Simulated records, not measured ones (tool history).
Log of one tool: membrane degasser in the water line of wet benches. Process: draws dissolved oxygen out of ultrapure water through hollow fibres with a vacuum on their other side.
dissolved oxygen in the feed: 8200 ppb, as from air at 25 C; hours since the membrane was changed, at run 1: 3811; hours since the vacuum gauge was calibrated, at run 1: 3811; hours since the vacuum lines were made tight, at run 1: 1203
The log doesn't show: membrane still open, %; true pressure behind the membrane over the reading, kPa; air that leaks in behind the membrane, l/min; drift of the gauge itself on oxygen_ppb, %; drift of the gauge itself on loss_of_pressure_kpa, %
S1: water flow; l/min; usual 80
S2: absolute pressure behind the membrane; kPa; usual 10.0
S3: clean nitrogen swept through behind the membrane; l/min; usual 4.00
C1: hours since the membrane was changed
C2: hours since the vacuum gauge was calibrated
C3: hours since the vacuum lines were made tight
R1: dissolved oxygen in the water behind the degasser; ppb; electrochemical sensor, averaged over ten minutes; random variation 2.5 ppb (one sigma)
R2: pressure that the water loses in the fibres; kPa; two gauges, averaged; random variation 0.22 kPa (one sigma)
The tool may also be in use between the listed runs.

{"run": 1, "day": 0.0, "S1": 80, "S2": 10.0, "S3": 4.0, "C1": 3811, "C2": 3811, "C3": 1203, "R1": 327.5, "R2": 53.1}
{"run": 2, "day": 2.567, "S1": 59, "S2": 10.0, "S3": 4.0, "C1": 3873, "C2": 3873, "C3": 1265, "R1": 239.2, "R2": 39.25}
{"run": 3, "day": 7.983, "S1": 59, "S2": 23.5, "S3": 4.0, "C1": 4003, "C2": 4003, "C3": 1395, "R1": 660.6, "R2": 39.52}
{"run": 4, "day": 12.862, "S1": 59, "S2": 23.5, "S3": 4.0, "C1": 4120, "C2": 4120, "C3": 1512, "R1": 651.5, "R2": 39.4}
{"run": 5, "day": 18.171, "S1": 59, "S2": 23.5, "S3": 4.0, "C1": 4248, "C2": 4248, "C3": 1640, "R1": 653.6, "R2": 39.24}
{"run": 6, "day": 20.917, "S1": 94, "S2": 10.0, "S3": 4.0, "C1": 4313, "C2": 4313, "C3": 1705, "R1": 381.8, "R2": 63.01}
{"run": 7, "day": 25.288, "S1": 94, "S2": 10.0, "S3": 4.0, "C1": 4418, "C2": 4418, "C3": 1810, "R1": 378.5, "R2": 63.47}
{"run": 8, "day": 29.142, "S1": 62, "S2": 10.0, "S3": 4.0, "C1": 4511, "C2": 4511, "C3": 1903, "R1": 250.1, "R2": 41.63}
{"run": 9, "day": 33.679, "S1": 92, "S2": 10.0, "S3": 4.0, "C1": 4620, "C2": 4620, "C3": 2012, "R1": 369.2, "R2": 61.67}
{"run": 10, "day": 38.042, "S1": 92, "S2": 10.0, "S3": 2.76, "C1": 4724, "C2": 4724, "C3": 2116, "R1": 487.1, "R2": 61.25}
{"run": 11, "day": 41.475, "S1": 80, "S2": 10.0, "S3": 5.49, "C1": 4807, "C2": 4807, "C3": 2199, "R1": 253.0, "R2": 53.68}
{"run": 12, "day": 45.912, "S1": 80, "S2": 10.0, "S3": 5.49, "C1": 4913, "C2": 4913, "C3": 2305, "R1": 253.1, "R2": 54.07}
{"run": 13, "day": 50.692, "S1": 80, "S2": 10.0, "S3": 5.49, "C1": 5028, "C2": 5028, "C3": 2420, "R1": 252.7, "R2": 53.79}
{"run": 14, "day": 55.662, "S1": 80, "S2": 10.0, "S3": 5.49, "C1": 5147, "C2": 5147, "C3": 2539, "R1": 249.4, "R2": 53.71}
{"day": 56.104, "done": "vacuum gauge calibrated"}
{"run": 15, "day": 60.2, "S1": 105, "S2": 19.1, "S3": 1.95, "C1": 5256, "C2": 98, "C3": 2648, "R1": 1444.5, "R2": 70.61}
{"run": 16, "day": 62.958, "S1": 105, "S2": 19.1, "S3": 1.95, "C1": 5322, "C2": 165, "C3": 2714, "R1": 1441.7, "R2": 70.65}
{"run": 17, "day": 67.179, "S1": 105, "S2": 19.1, "S3": 1.95, "C1": 5423, "C2": 266, "C3": 2815, "R1": 1439.2, "R2": 70.53}
{"run": 18, "day": 71.833, "S1": 105, "S2": 19.1, "S3": 1.95, "C1": 5535, "C2": 378, "C3": 2927, "R1": 1440.2, "R2": 70.78}
{"run": 19, "day": 74.267, "S1": 108, "S2": 11.1, "S3": 9.83, "C1": 5593, "C2": 436, "C3": 2985, "R1": 262.4, "R2": 72.48}
{"run": 20, "day": 79.6, "S1": 67, "S2": 10.0, "S3": 4.0, "C1": 5721, "C2": 564, "C3": 3113, "R1": 277.1, "R2": 45.29}
{"run": 21, "day": 82.529, "S1": 109, "S2": 7.7, "S3": 10.19, "C1": 5792, "C2": 634, "C3": 3184, "R1": 177.5, "R2": 73.56}
{"day": 86.8, "done": "vacuum gauge calibrated, once more"}
{"run": 22, "day": 87.129, "S1": 109, "S2": 7.7, "S3": 10.19, "C1": 5902, "C2": 8, "C3": 3294, "R1": 175.0, "R2": 73.44}
{"run": 23, "day": 89.825, "S1": 94, "S2": 7.7, "S3": 3.94, "C1": 5966, "C2": 73, "C3": 3358, "R1": 273.8, "R2": 63.9}
{"run": 24, "day": 94.042, "S1": 94, "S2": 7.7, "S3": 3.94, "C1": 6067, "C2": 174, "C3": 3459, "R1": 272.6, "R2": 63.44}
{"run": 25, "day": 99.467, "S1": 94, "S2": 7.7, "S3": 3.94, "C1": 6198, "C2": 304, "C3": 3590, "R1": 270.3, "R2": 63.1}

5 ways to go on from here, each from the tool as it stands after run 25. What would each give?
{"run": "A", "day": 102.929, "S1": 114, "S2": 16.3, "S3": 9.92, "C1": 6281, "C2": 387, "C3": 3673, "R1": "?", "R2": "?"}
{"run": "B", "day": 102.929, "S1": 60, "S2": 13.1, "S3": 3.94, "C1": 6281, "C2": 387, "C3": 3673, "R1": "?", "R2": "?"}
{"run": "C", "day": 102.929, "S1": 73, "S2": 10.1, "S3": 3.62, "C1": 6281, "C2": 387, "C3": 3673, "R1": "?", "R2": "?"}
{"run": "D", "day": 102.929, "S1": 74, "S2": 16.4, "S3": 4.42, "C1": 6281, "C2": 387, "C3": 3673, "R1": "?", "R2": "?"}
{"run": "E", "day": 102.929, "S1": 97, "S2": 9.0, "S3": 1.92, "C1": 6281, "C2": 387, "C3": 3673, "R1": "?", "R2": "?"}

run=A R1=405.1 R2=76.60
run=B R1=344.3 R2=40.58
run=C R1=321.2 R2=49.31
run=D R1=502.7 R2=50.46
run=E R1=573.6 R2=65.95
Without the tool's hidden state the same runs would have given:
run=A R1=392.5 R2=73.63
run=B R1=339.6 R2=39.01
run=C R1=314.8 R2=47.39
run=D R1=496.0 R2=48.52
run=E R1=562.9 R2=63.39
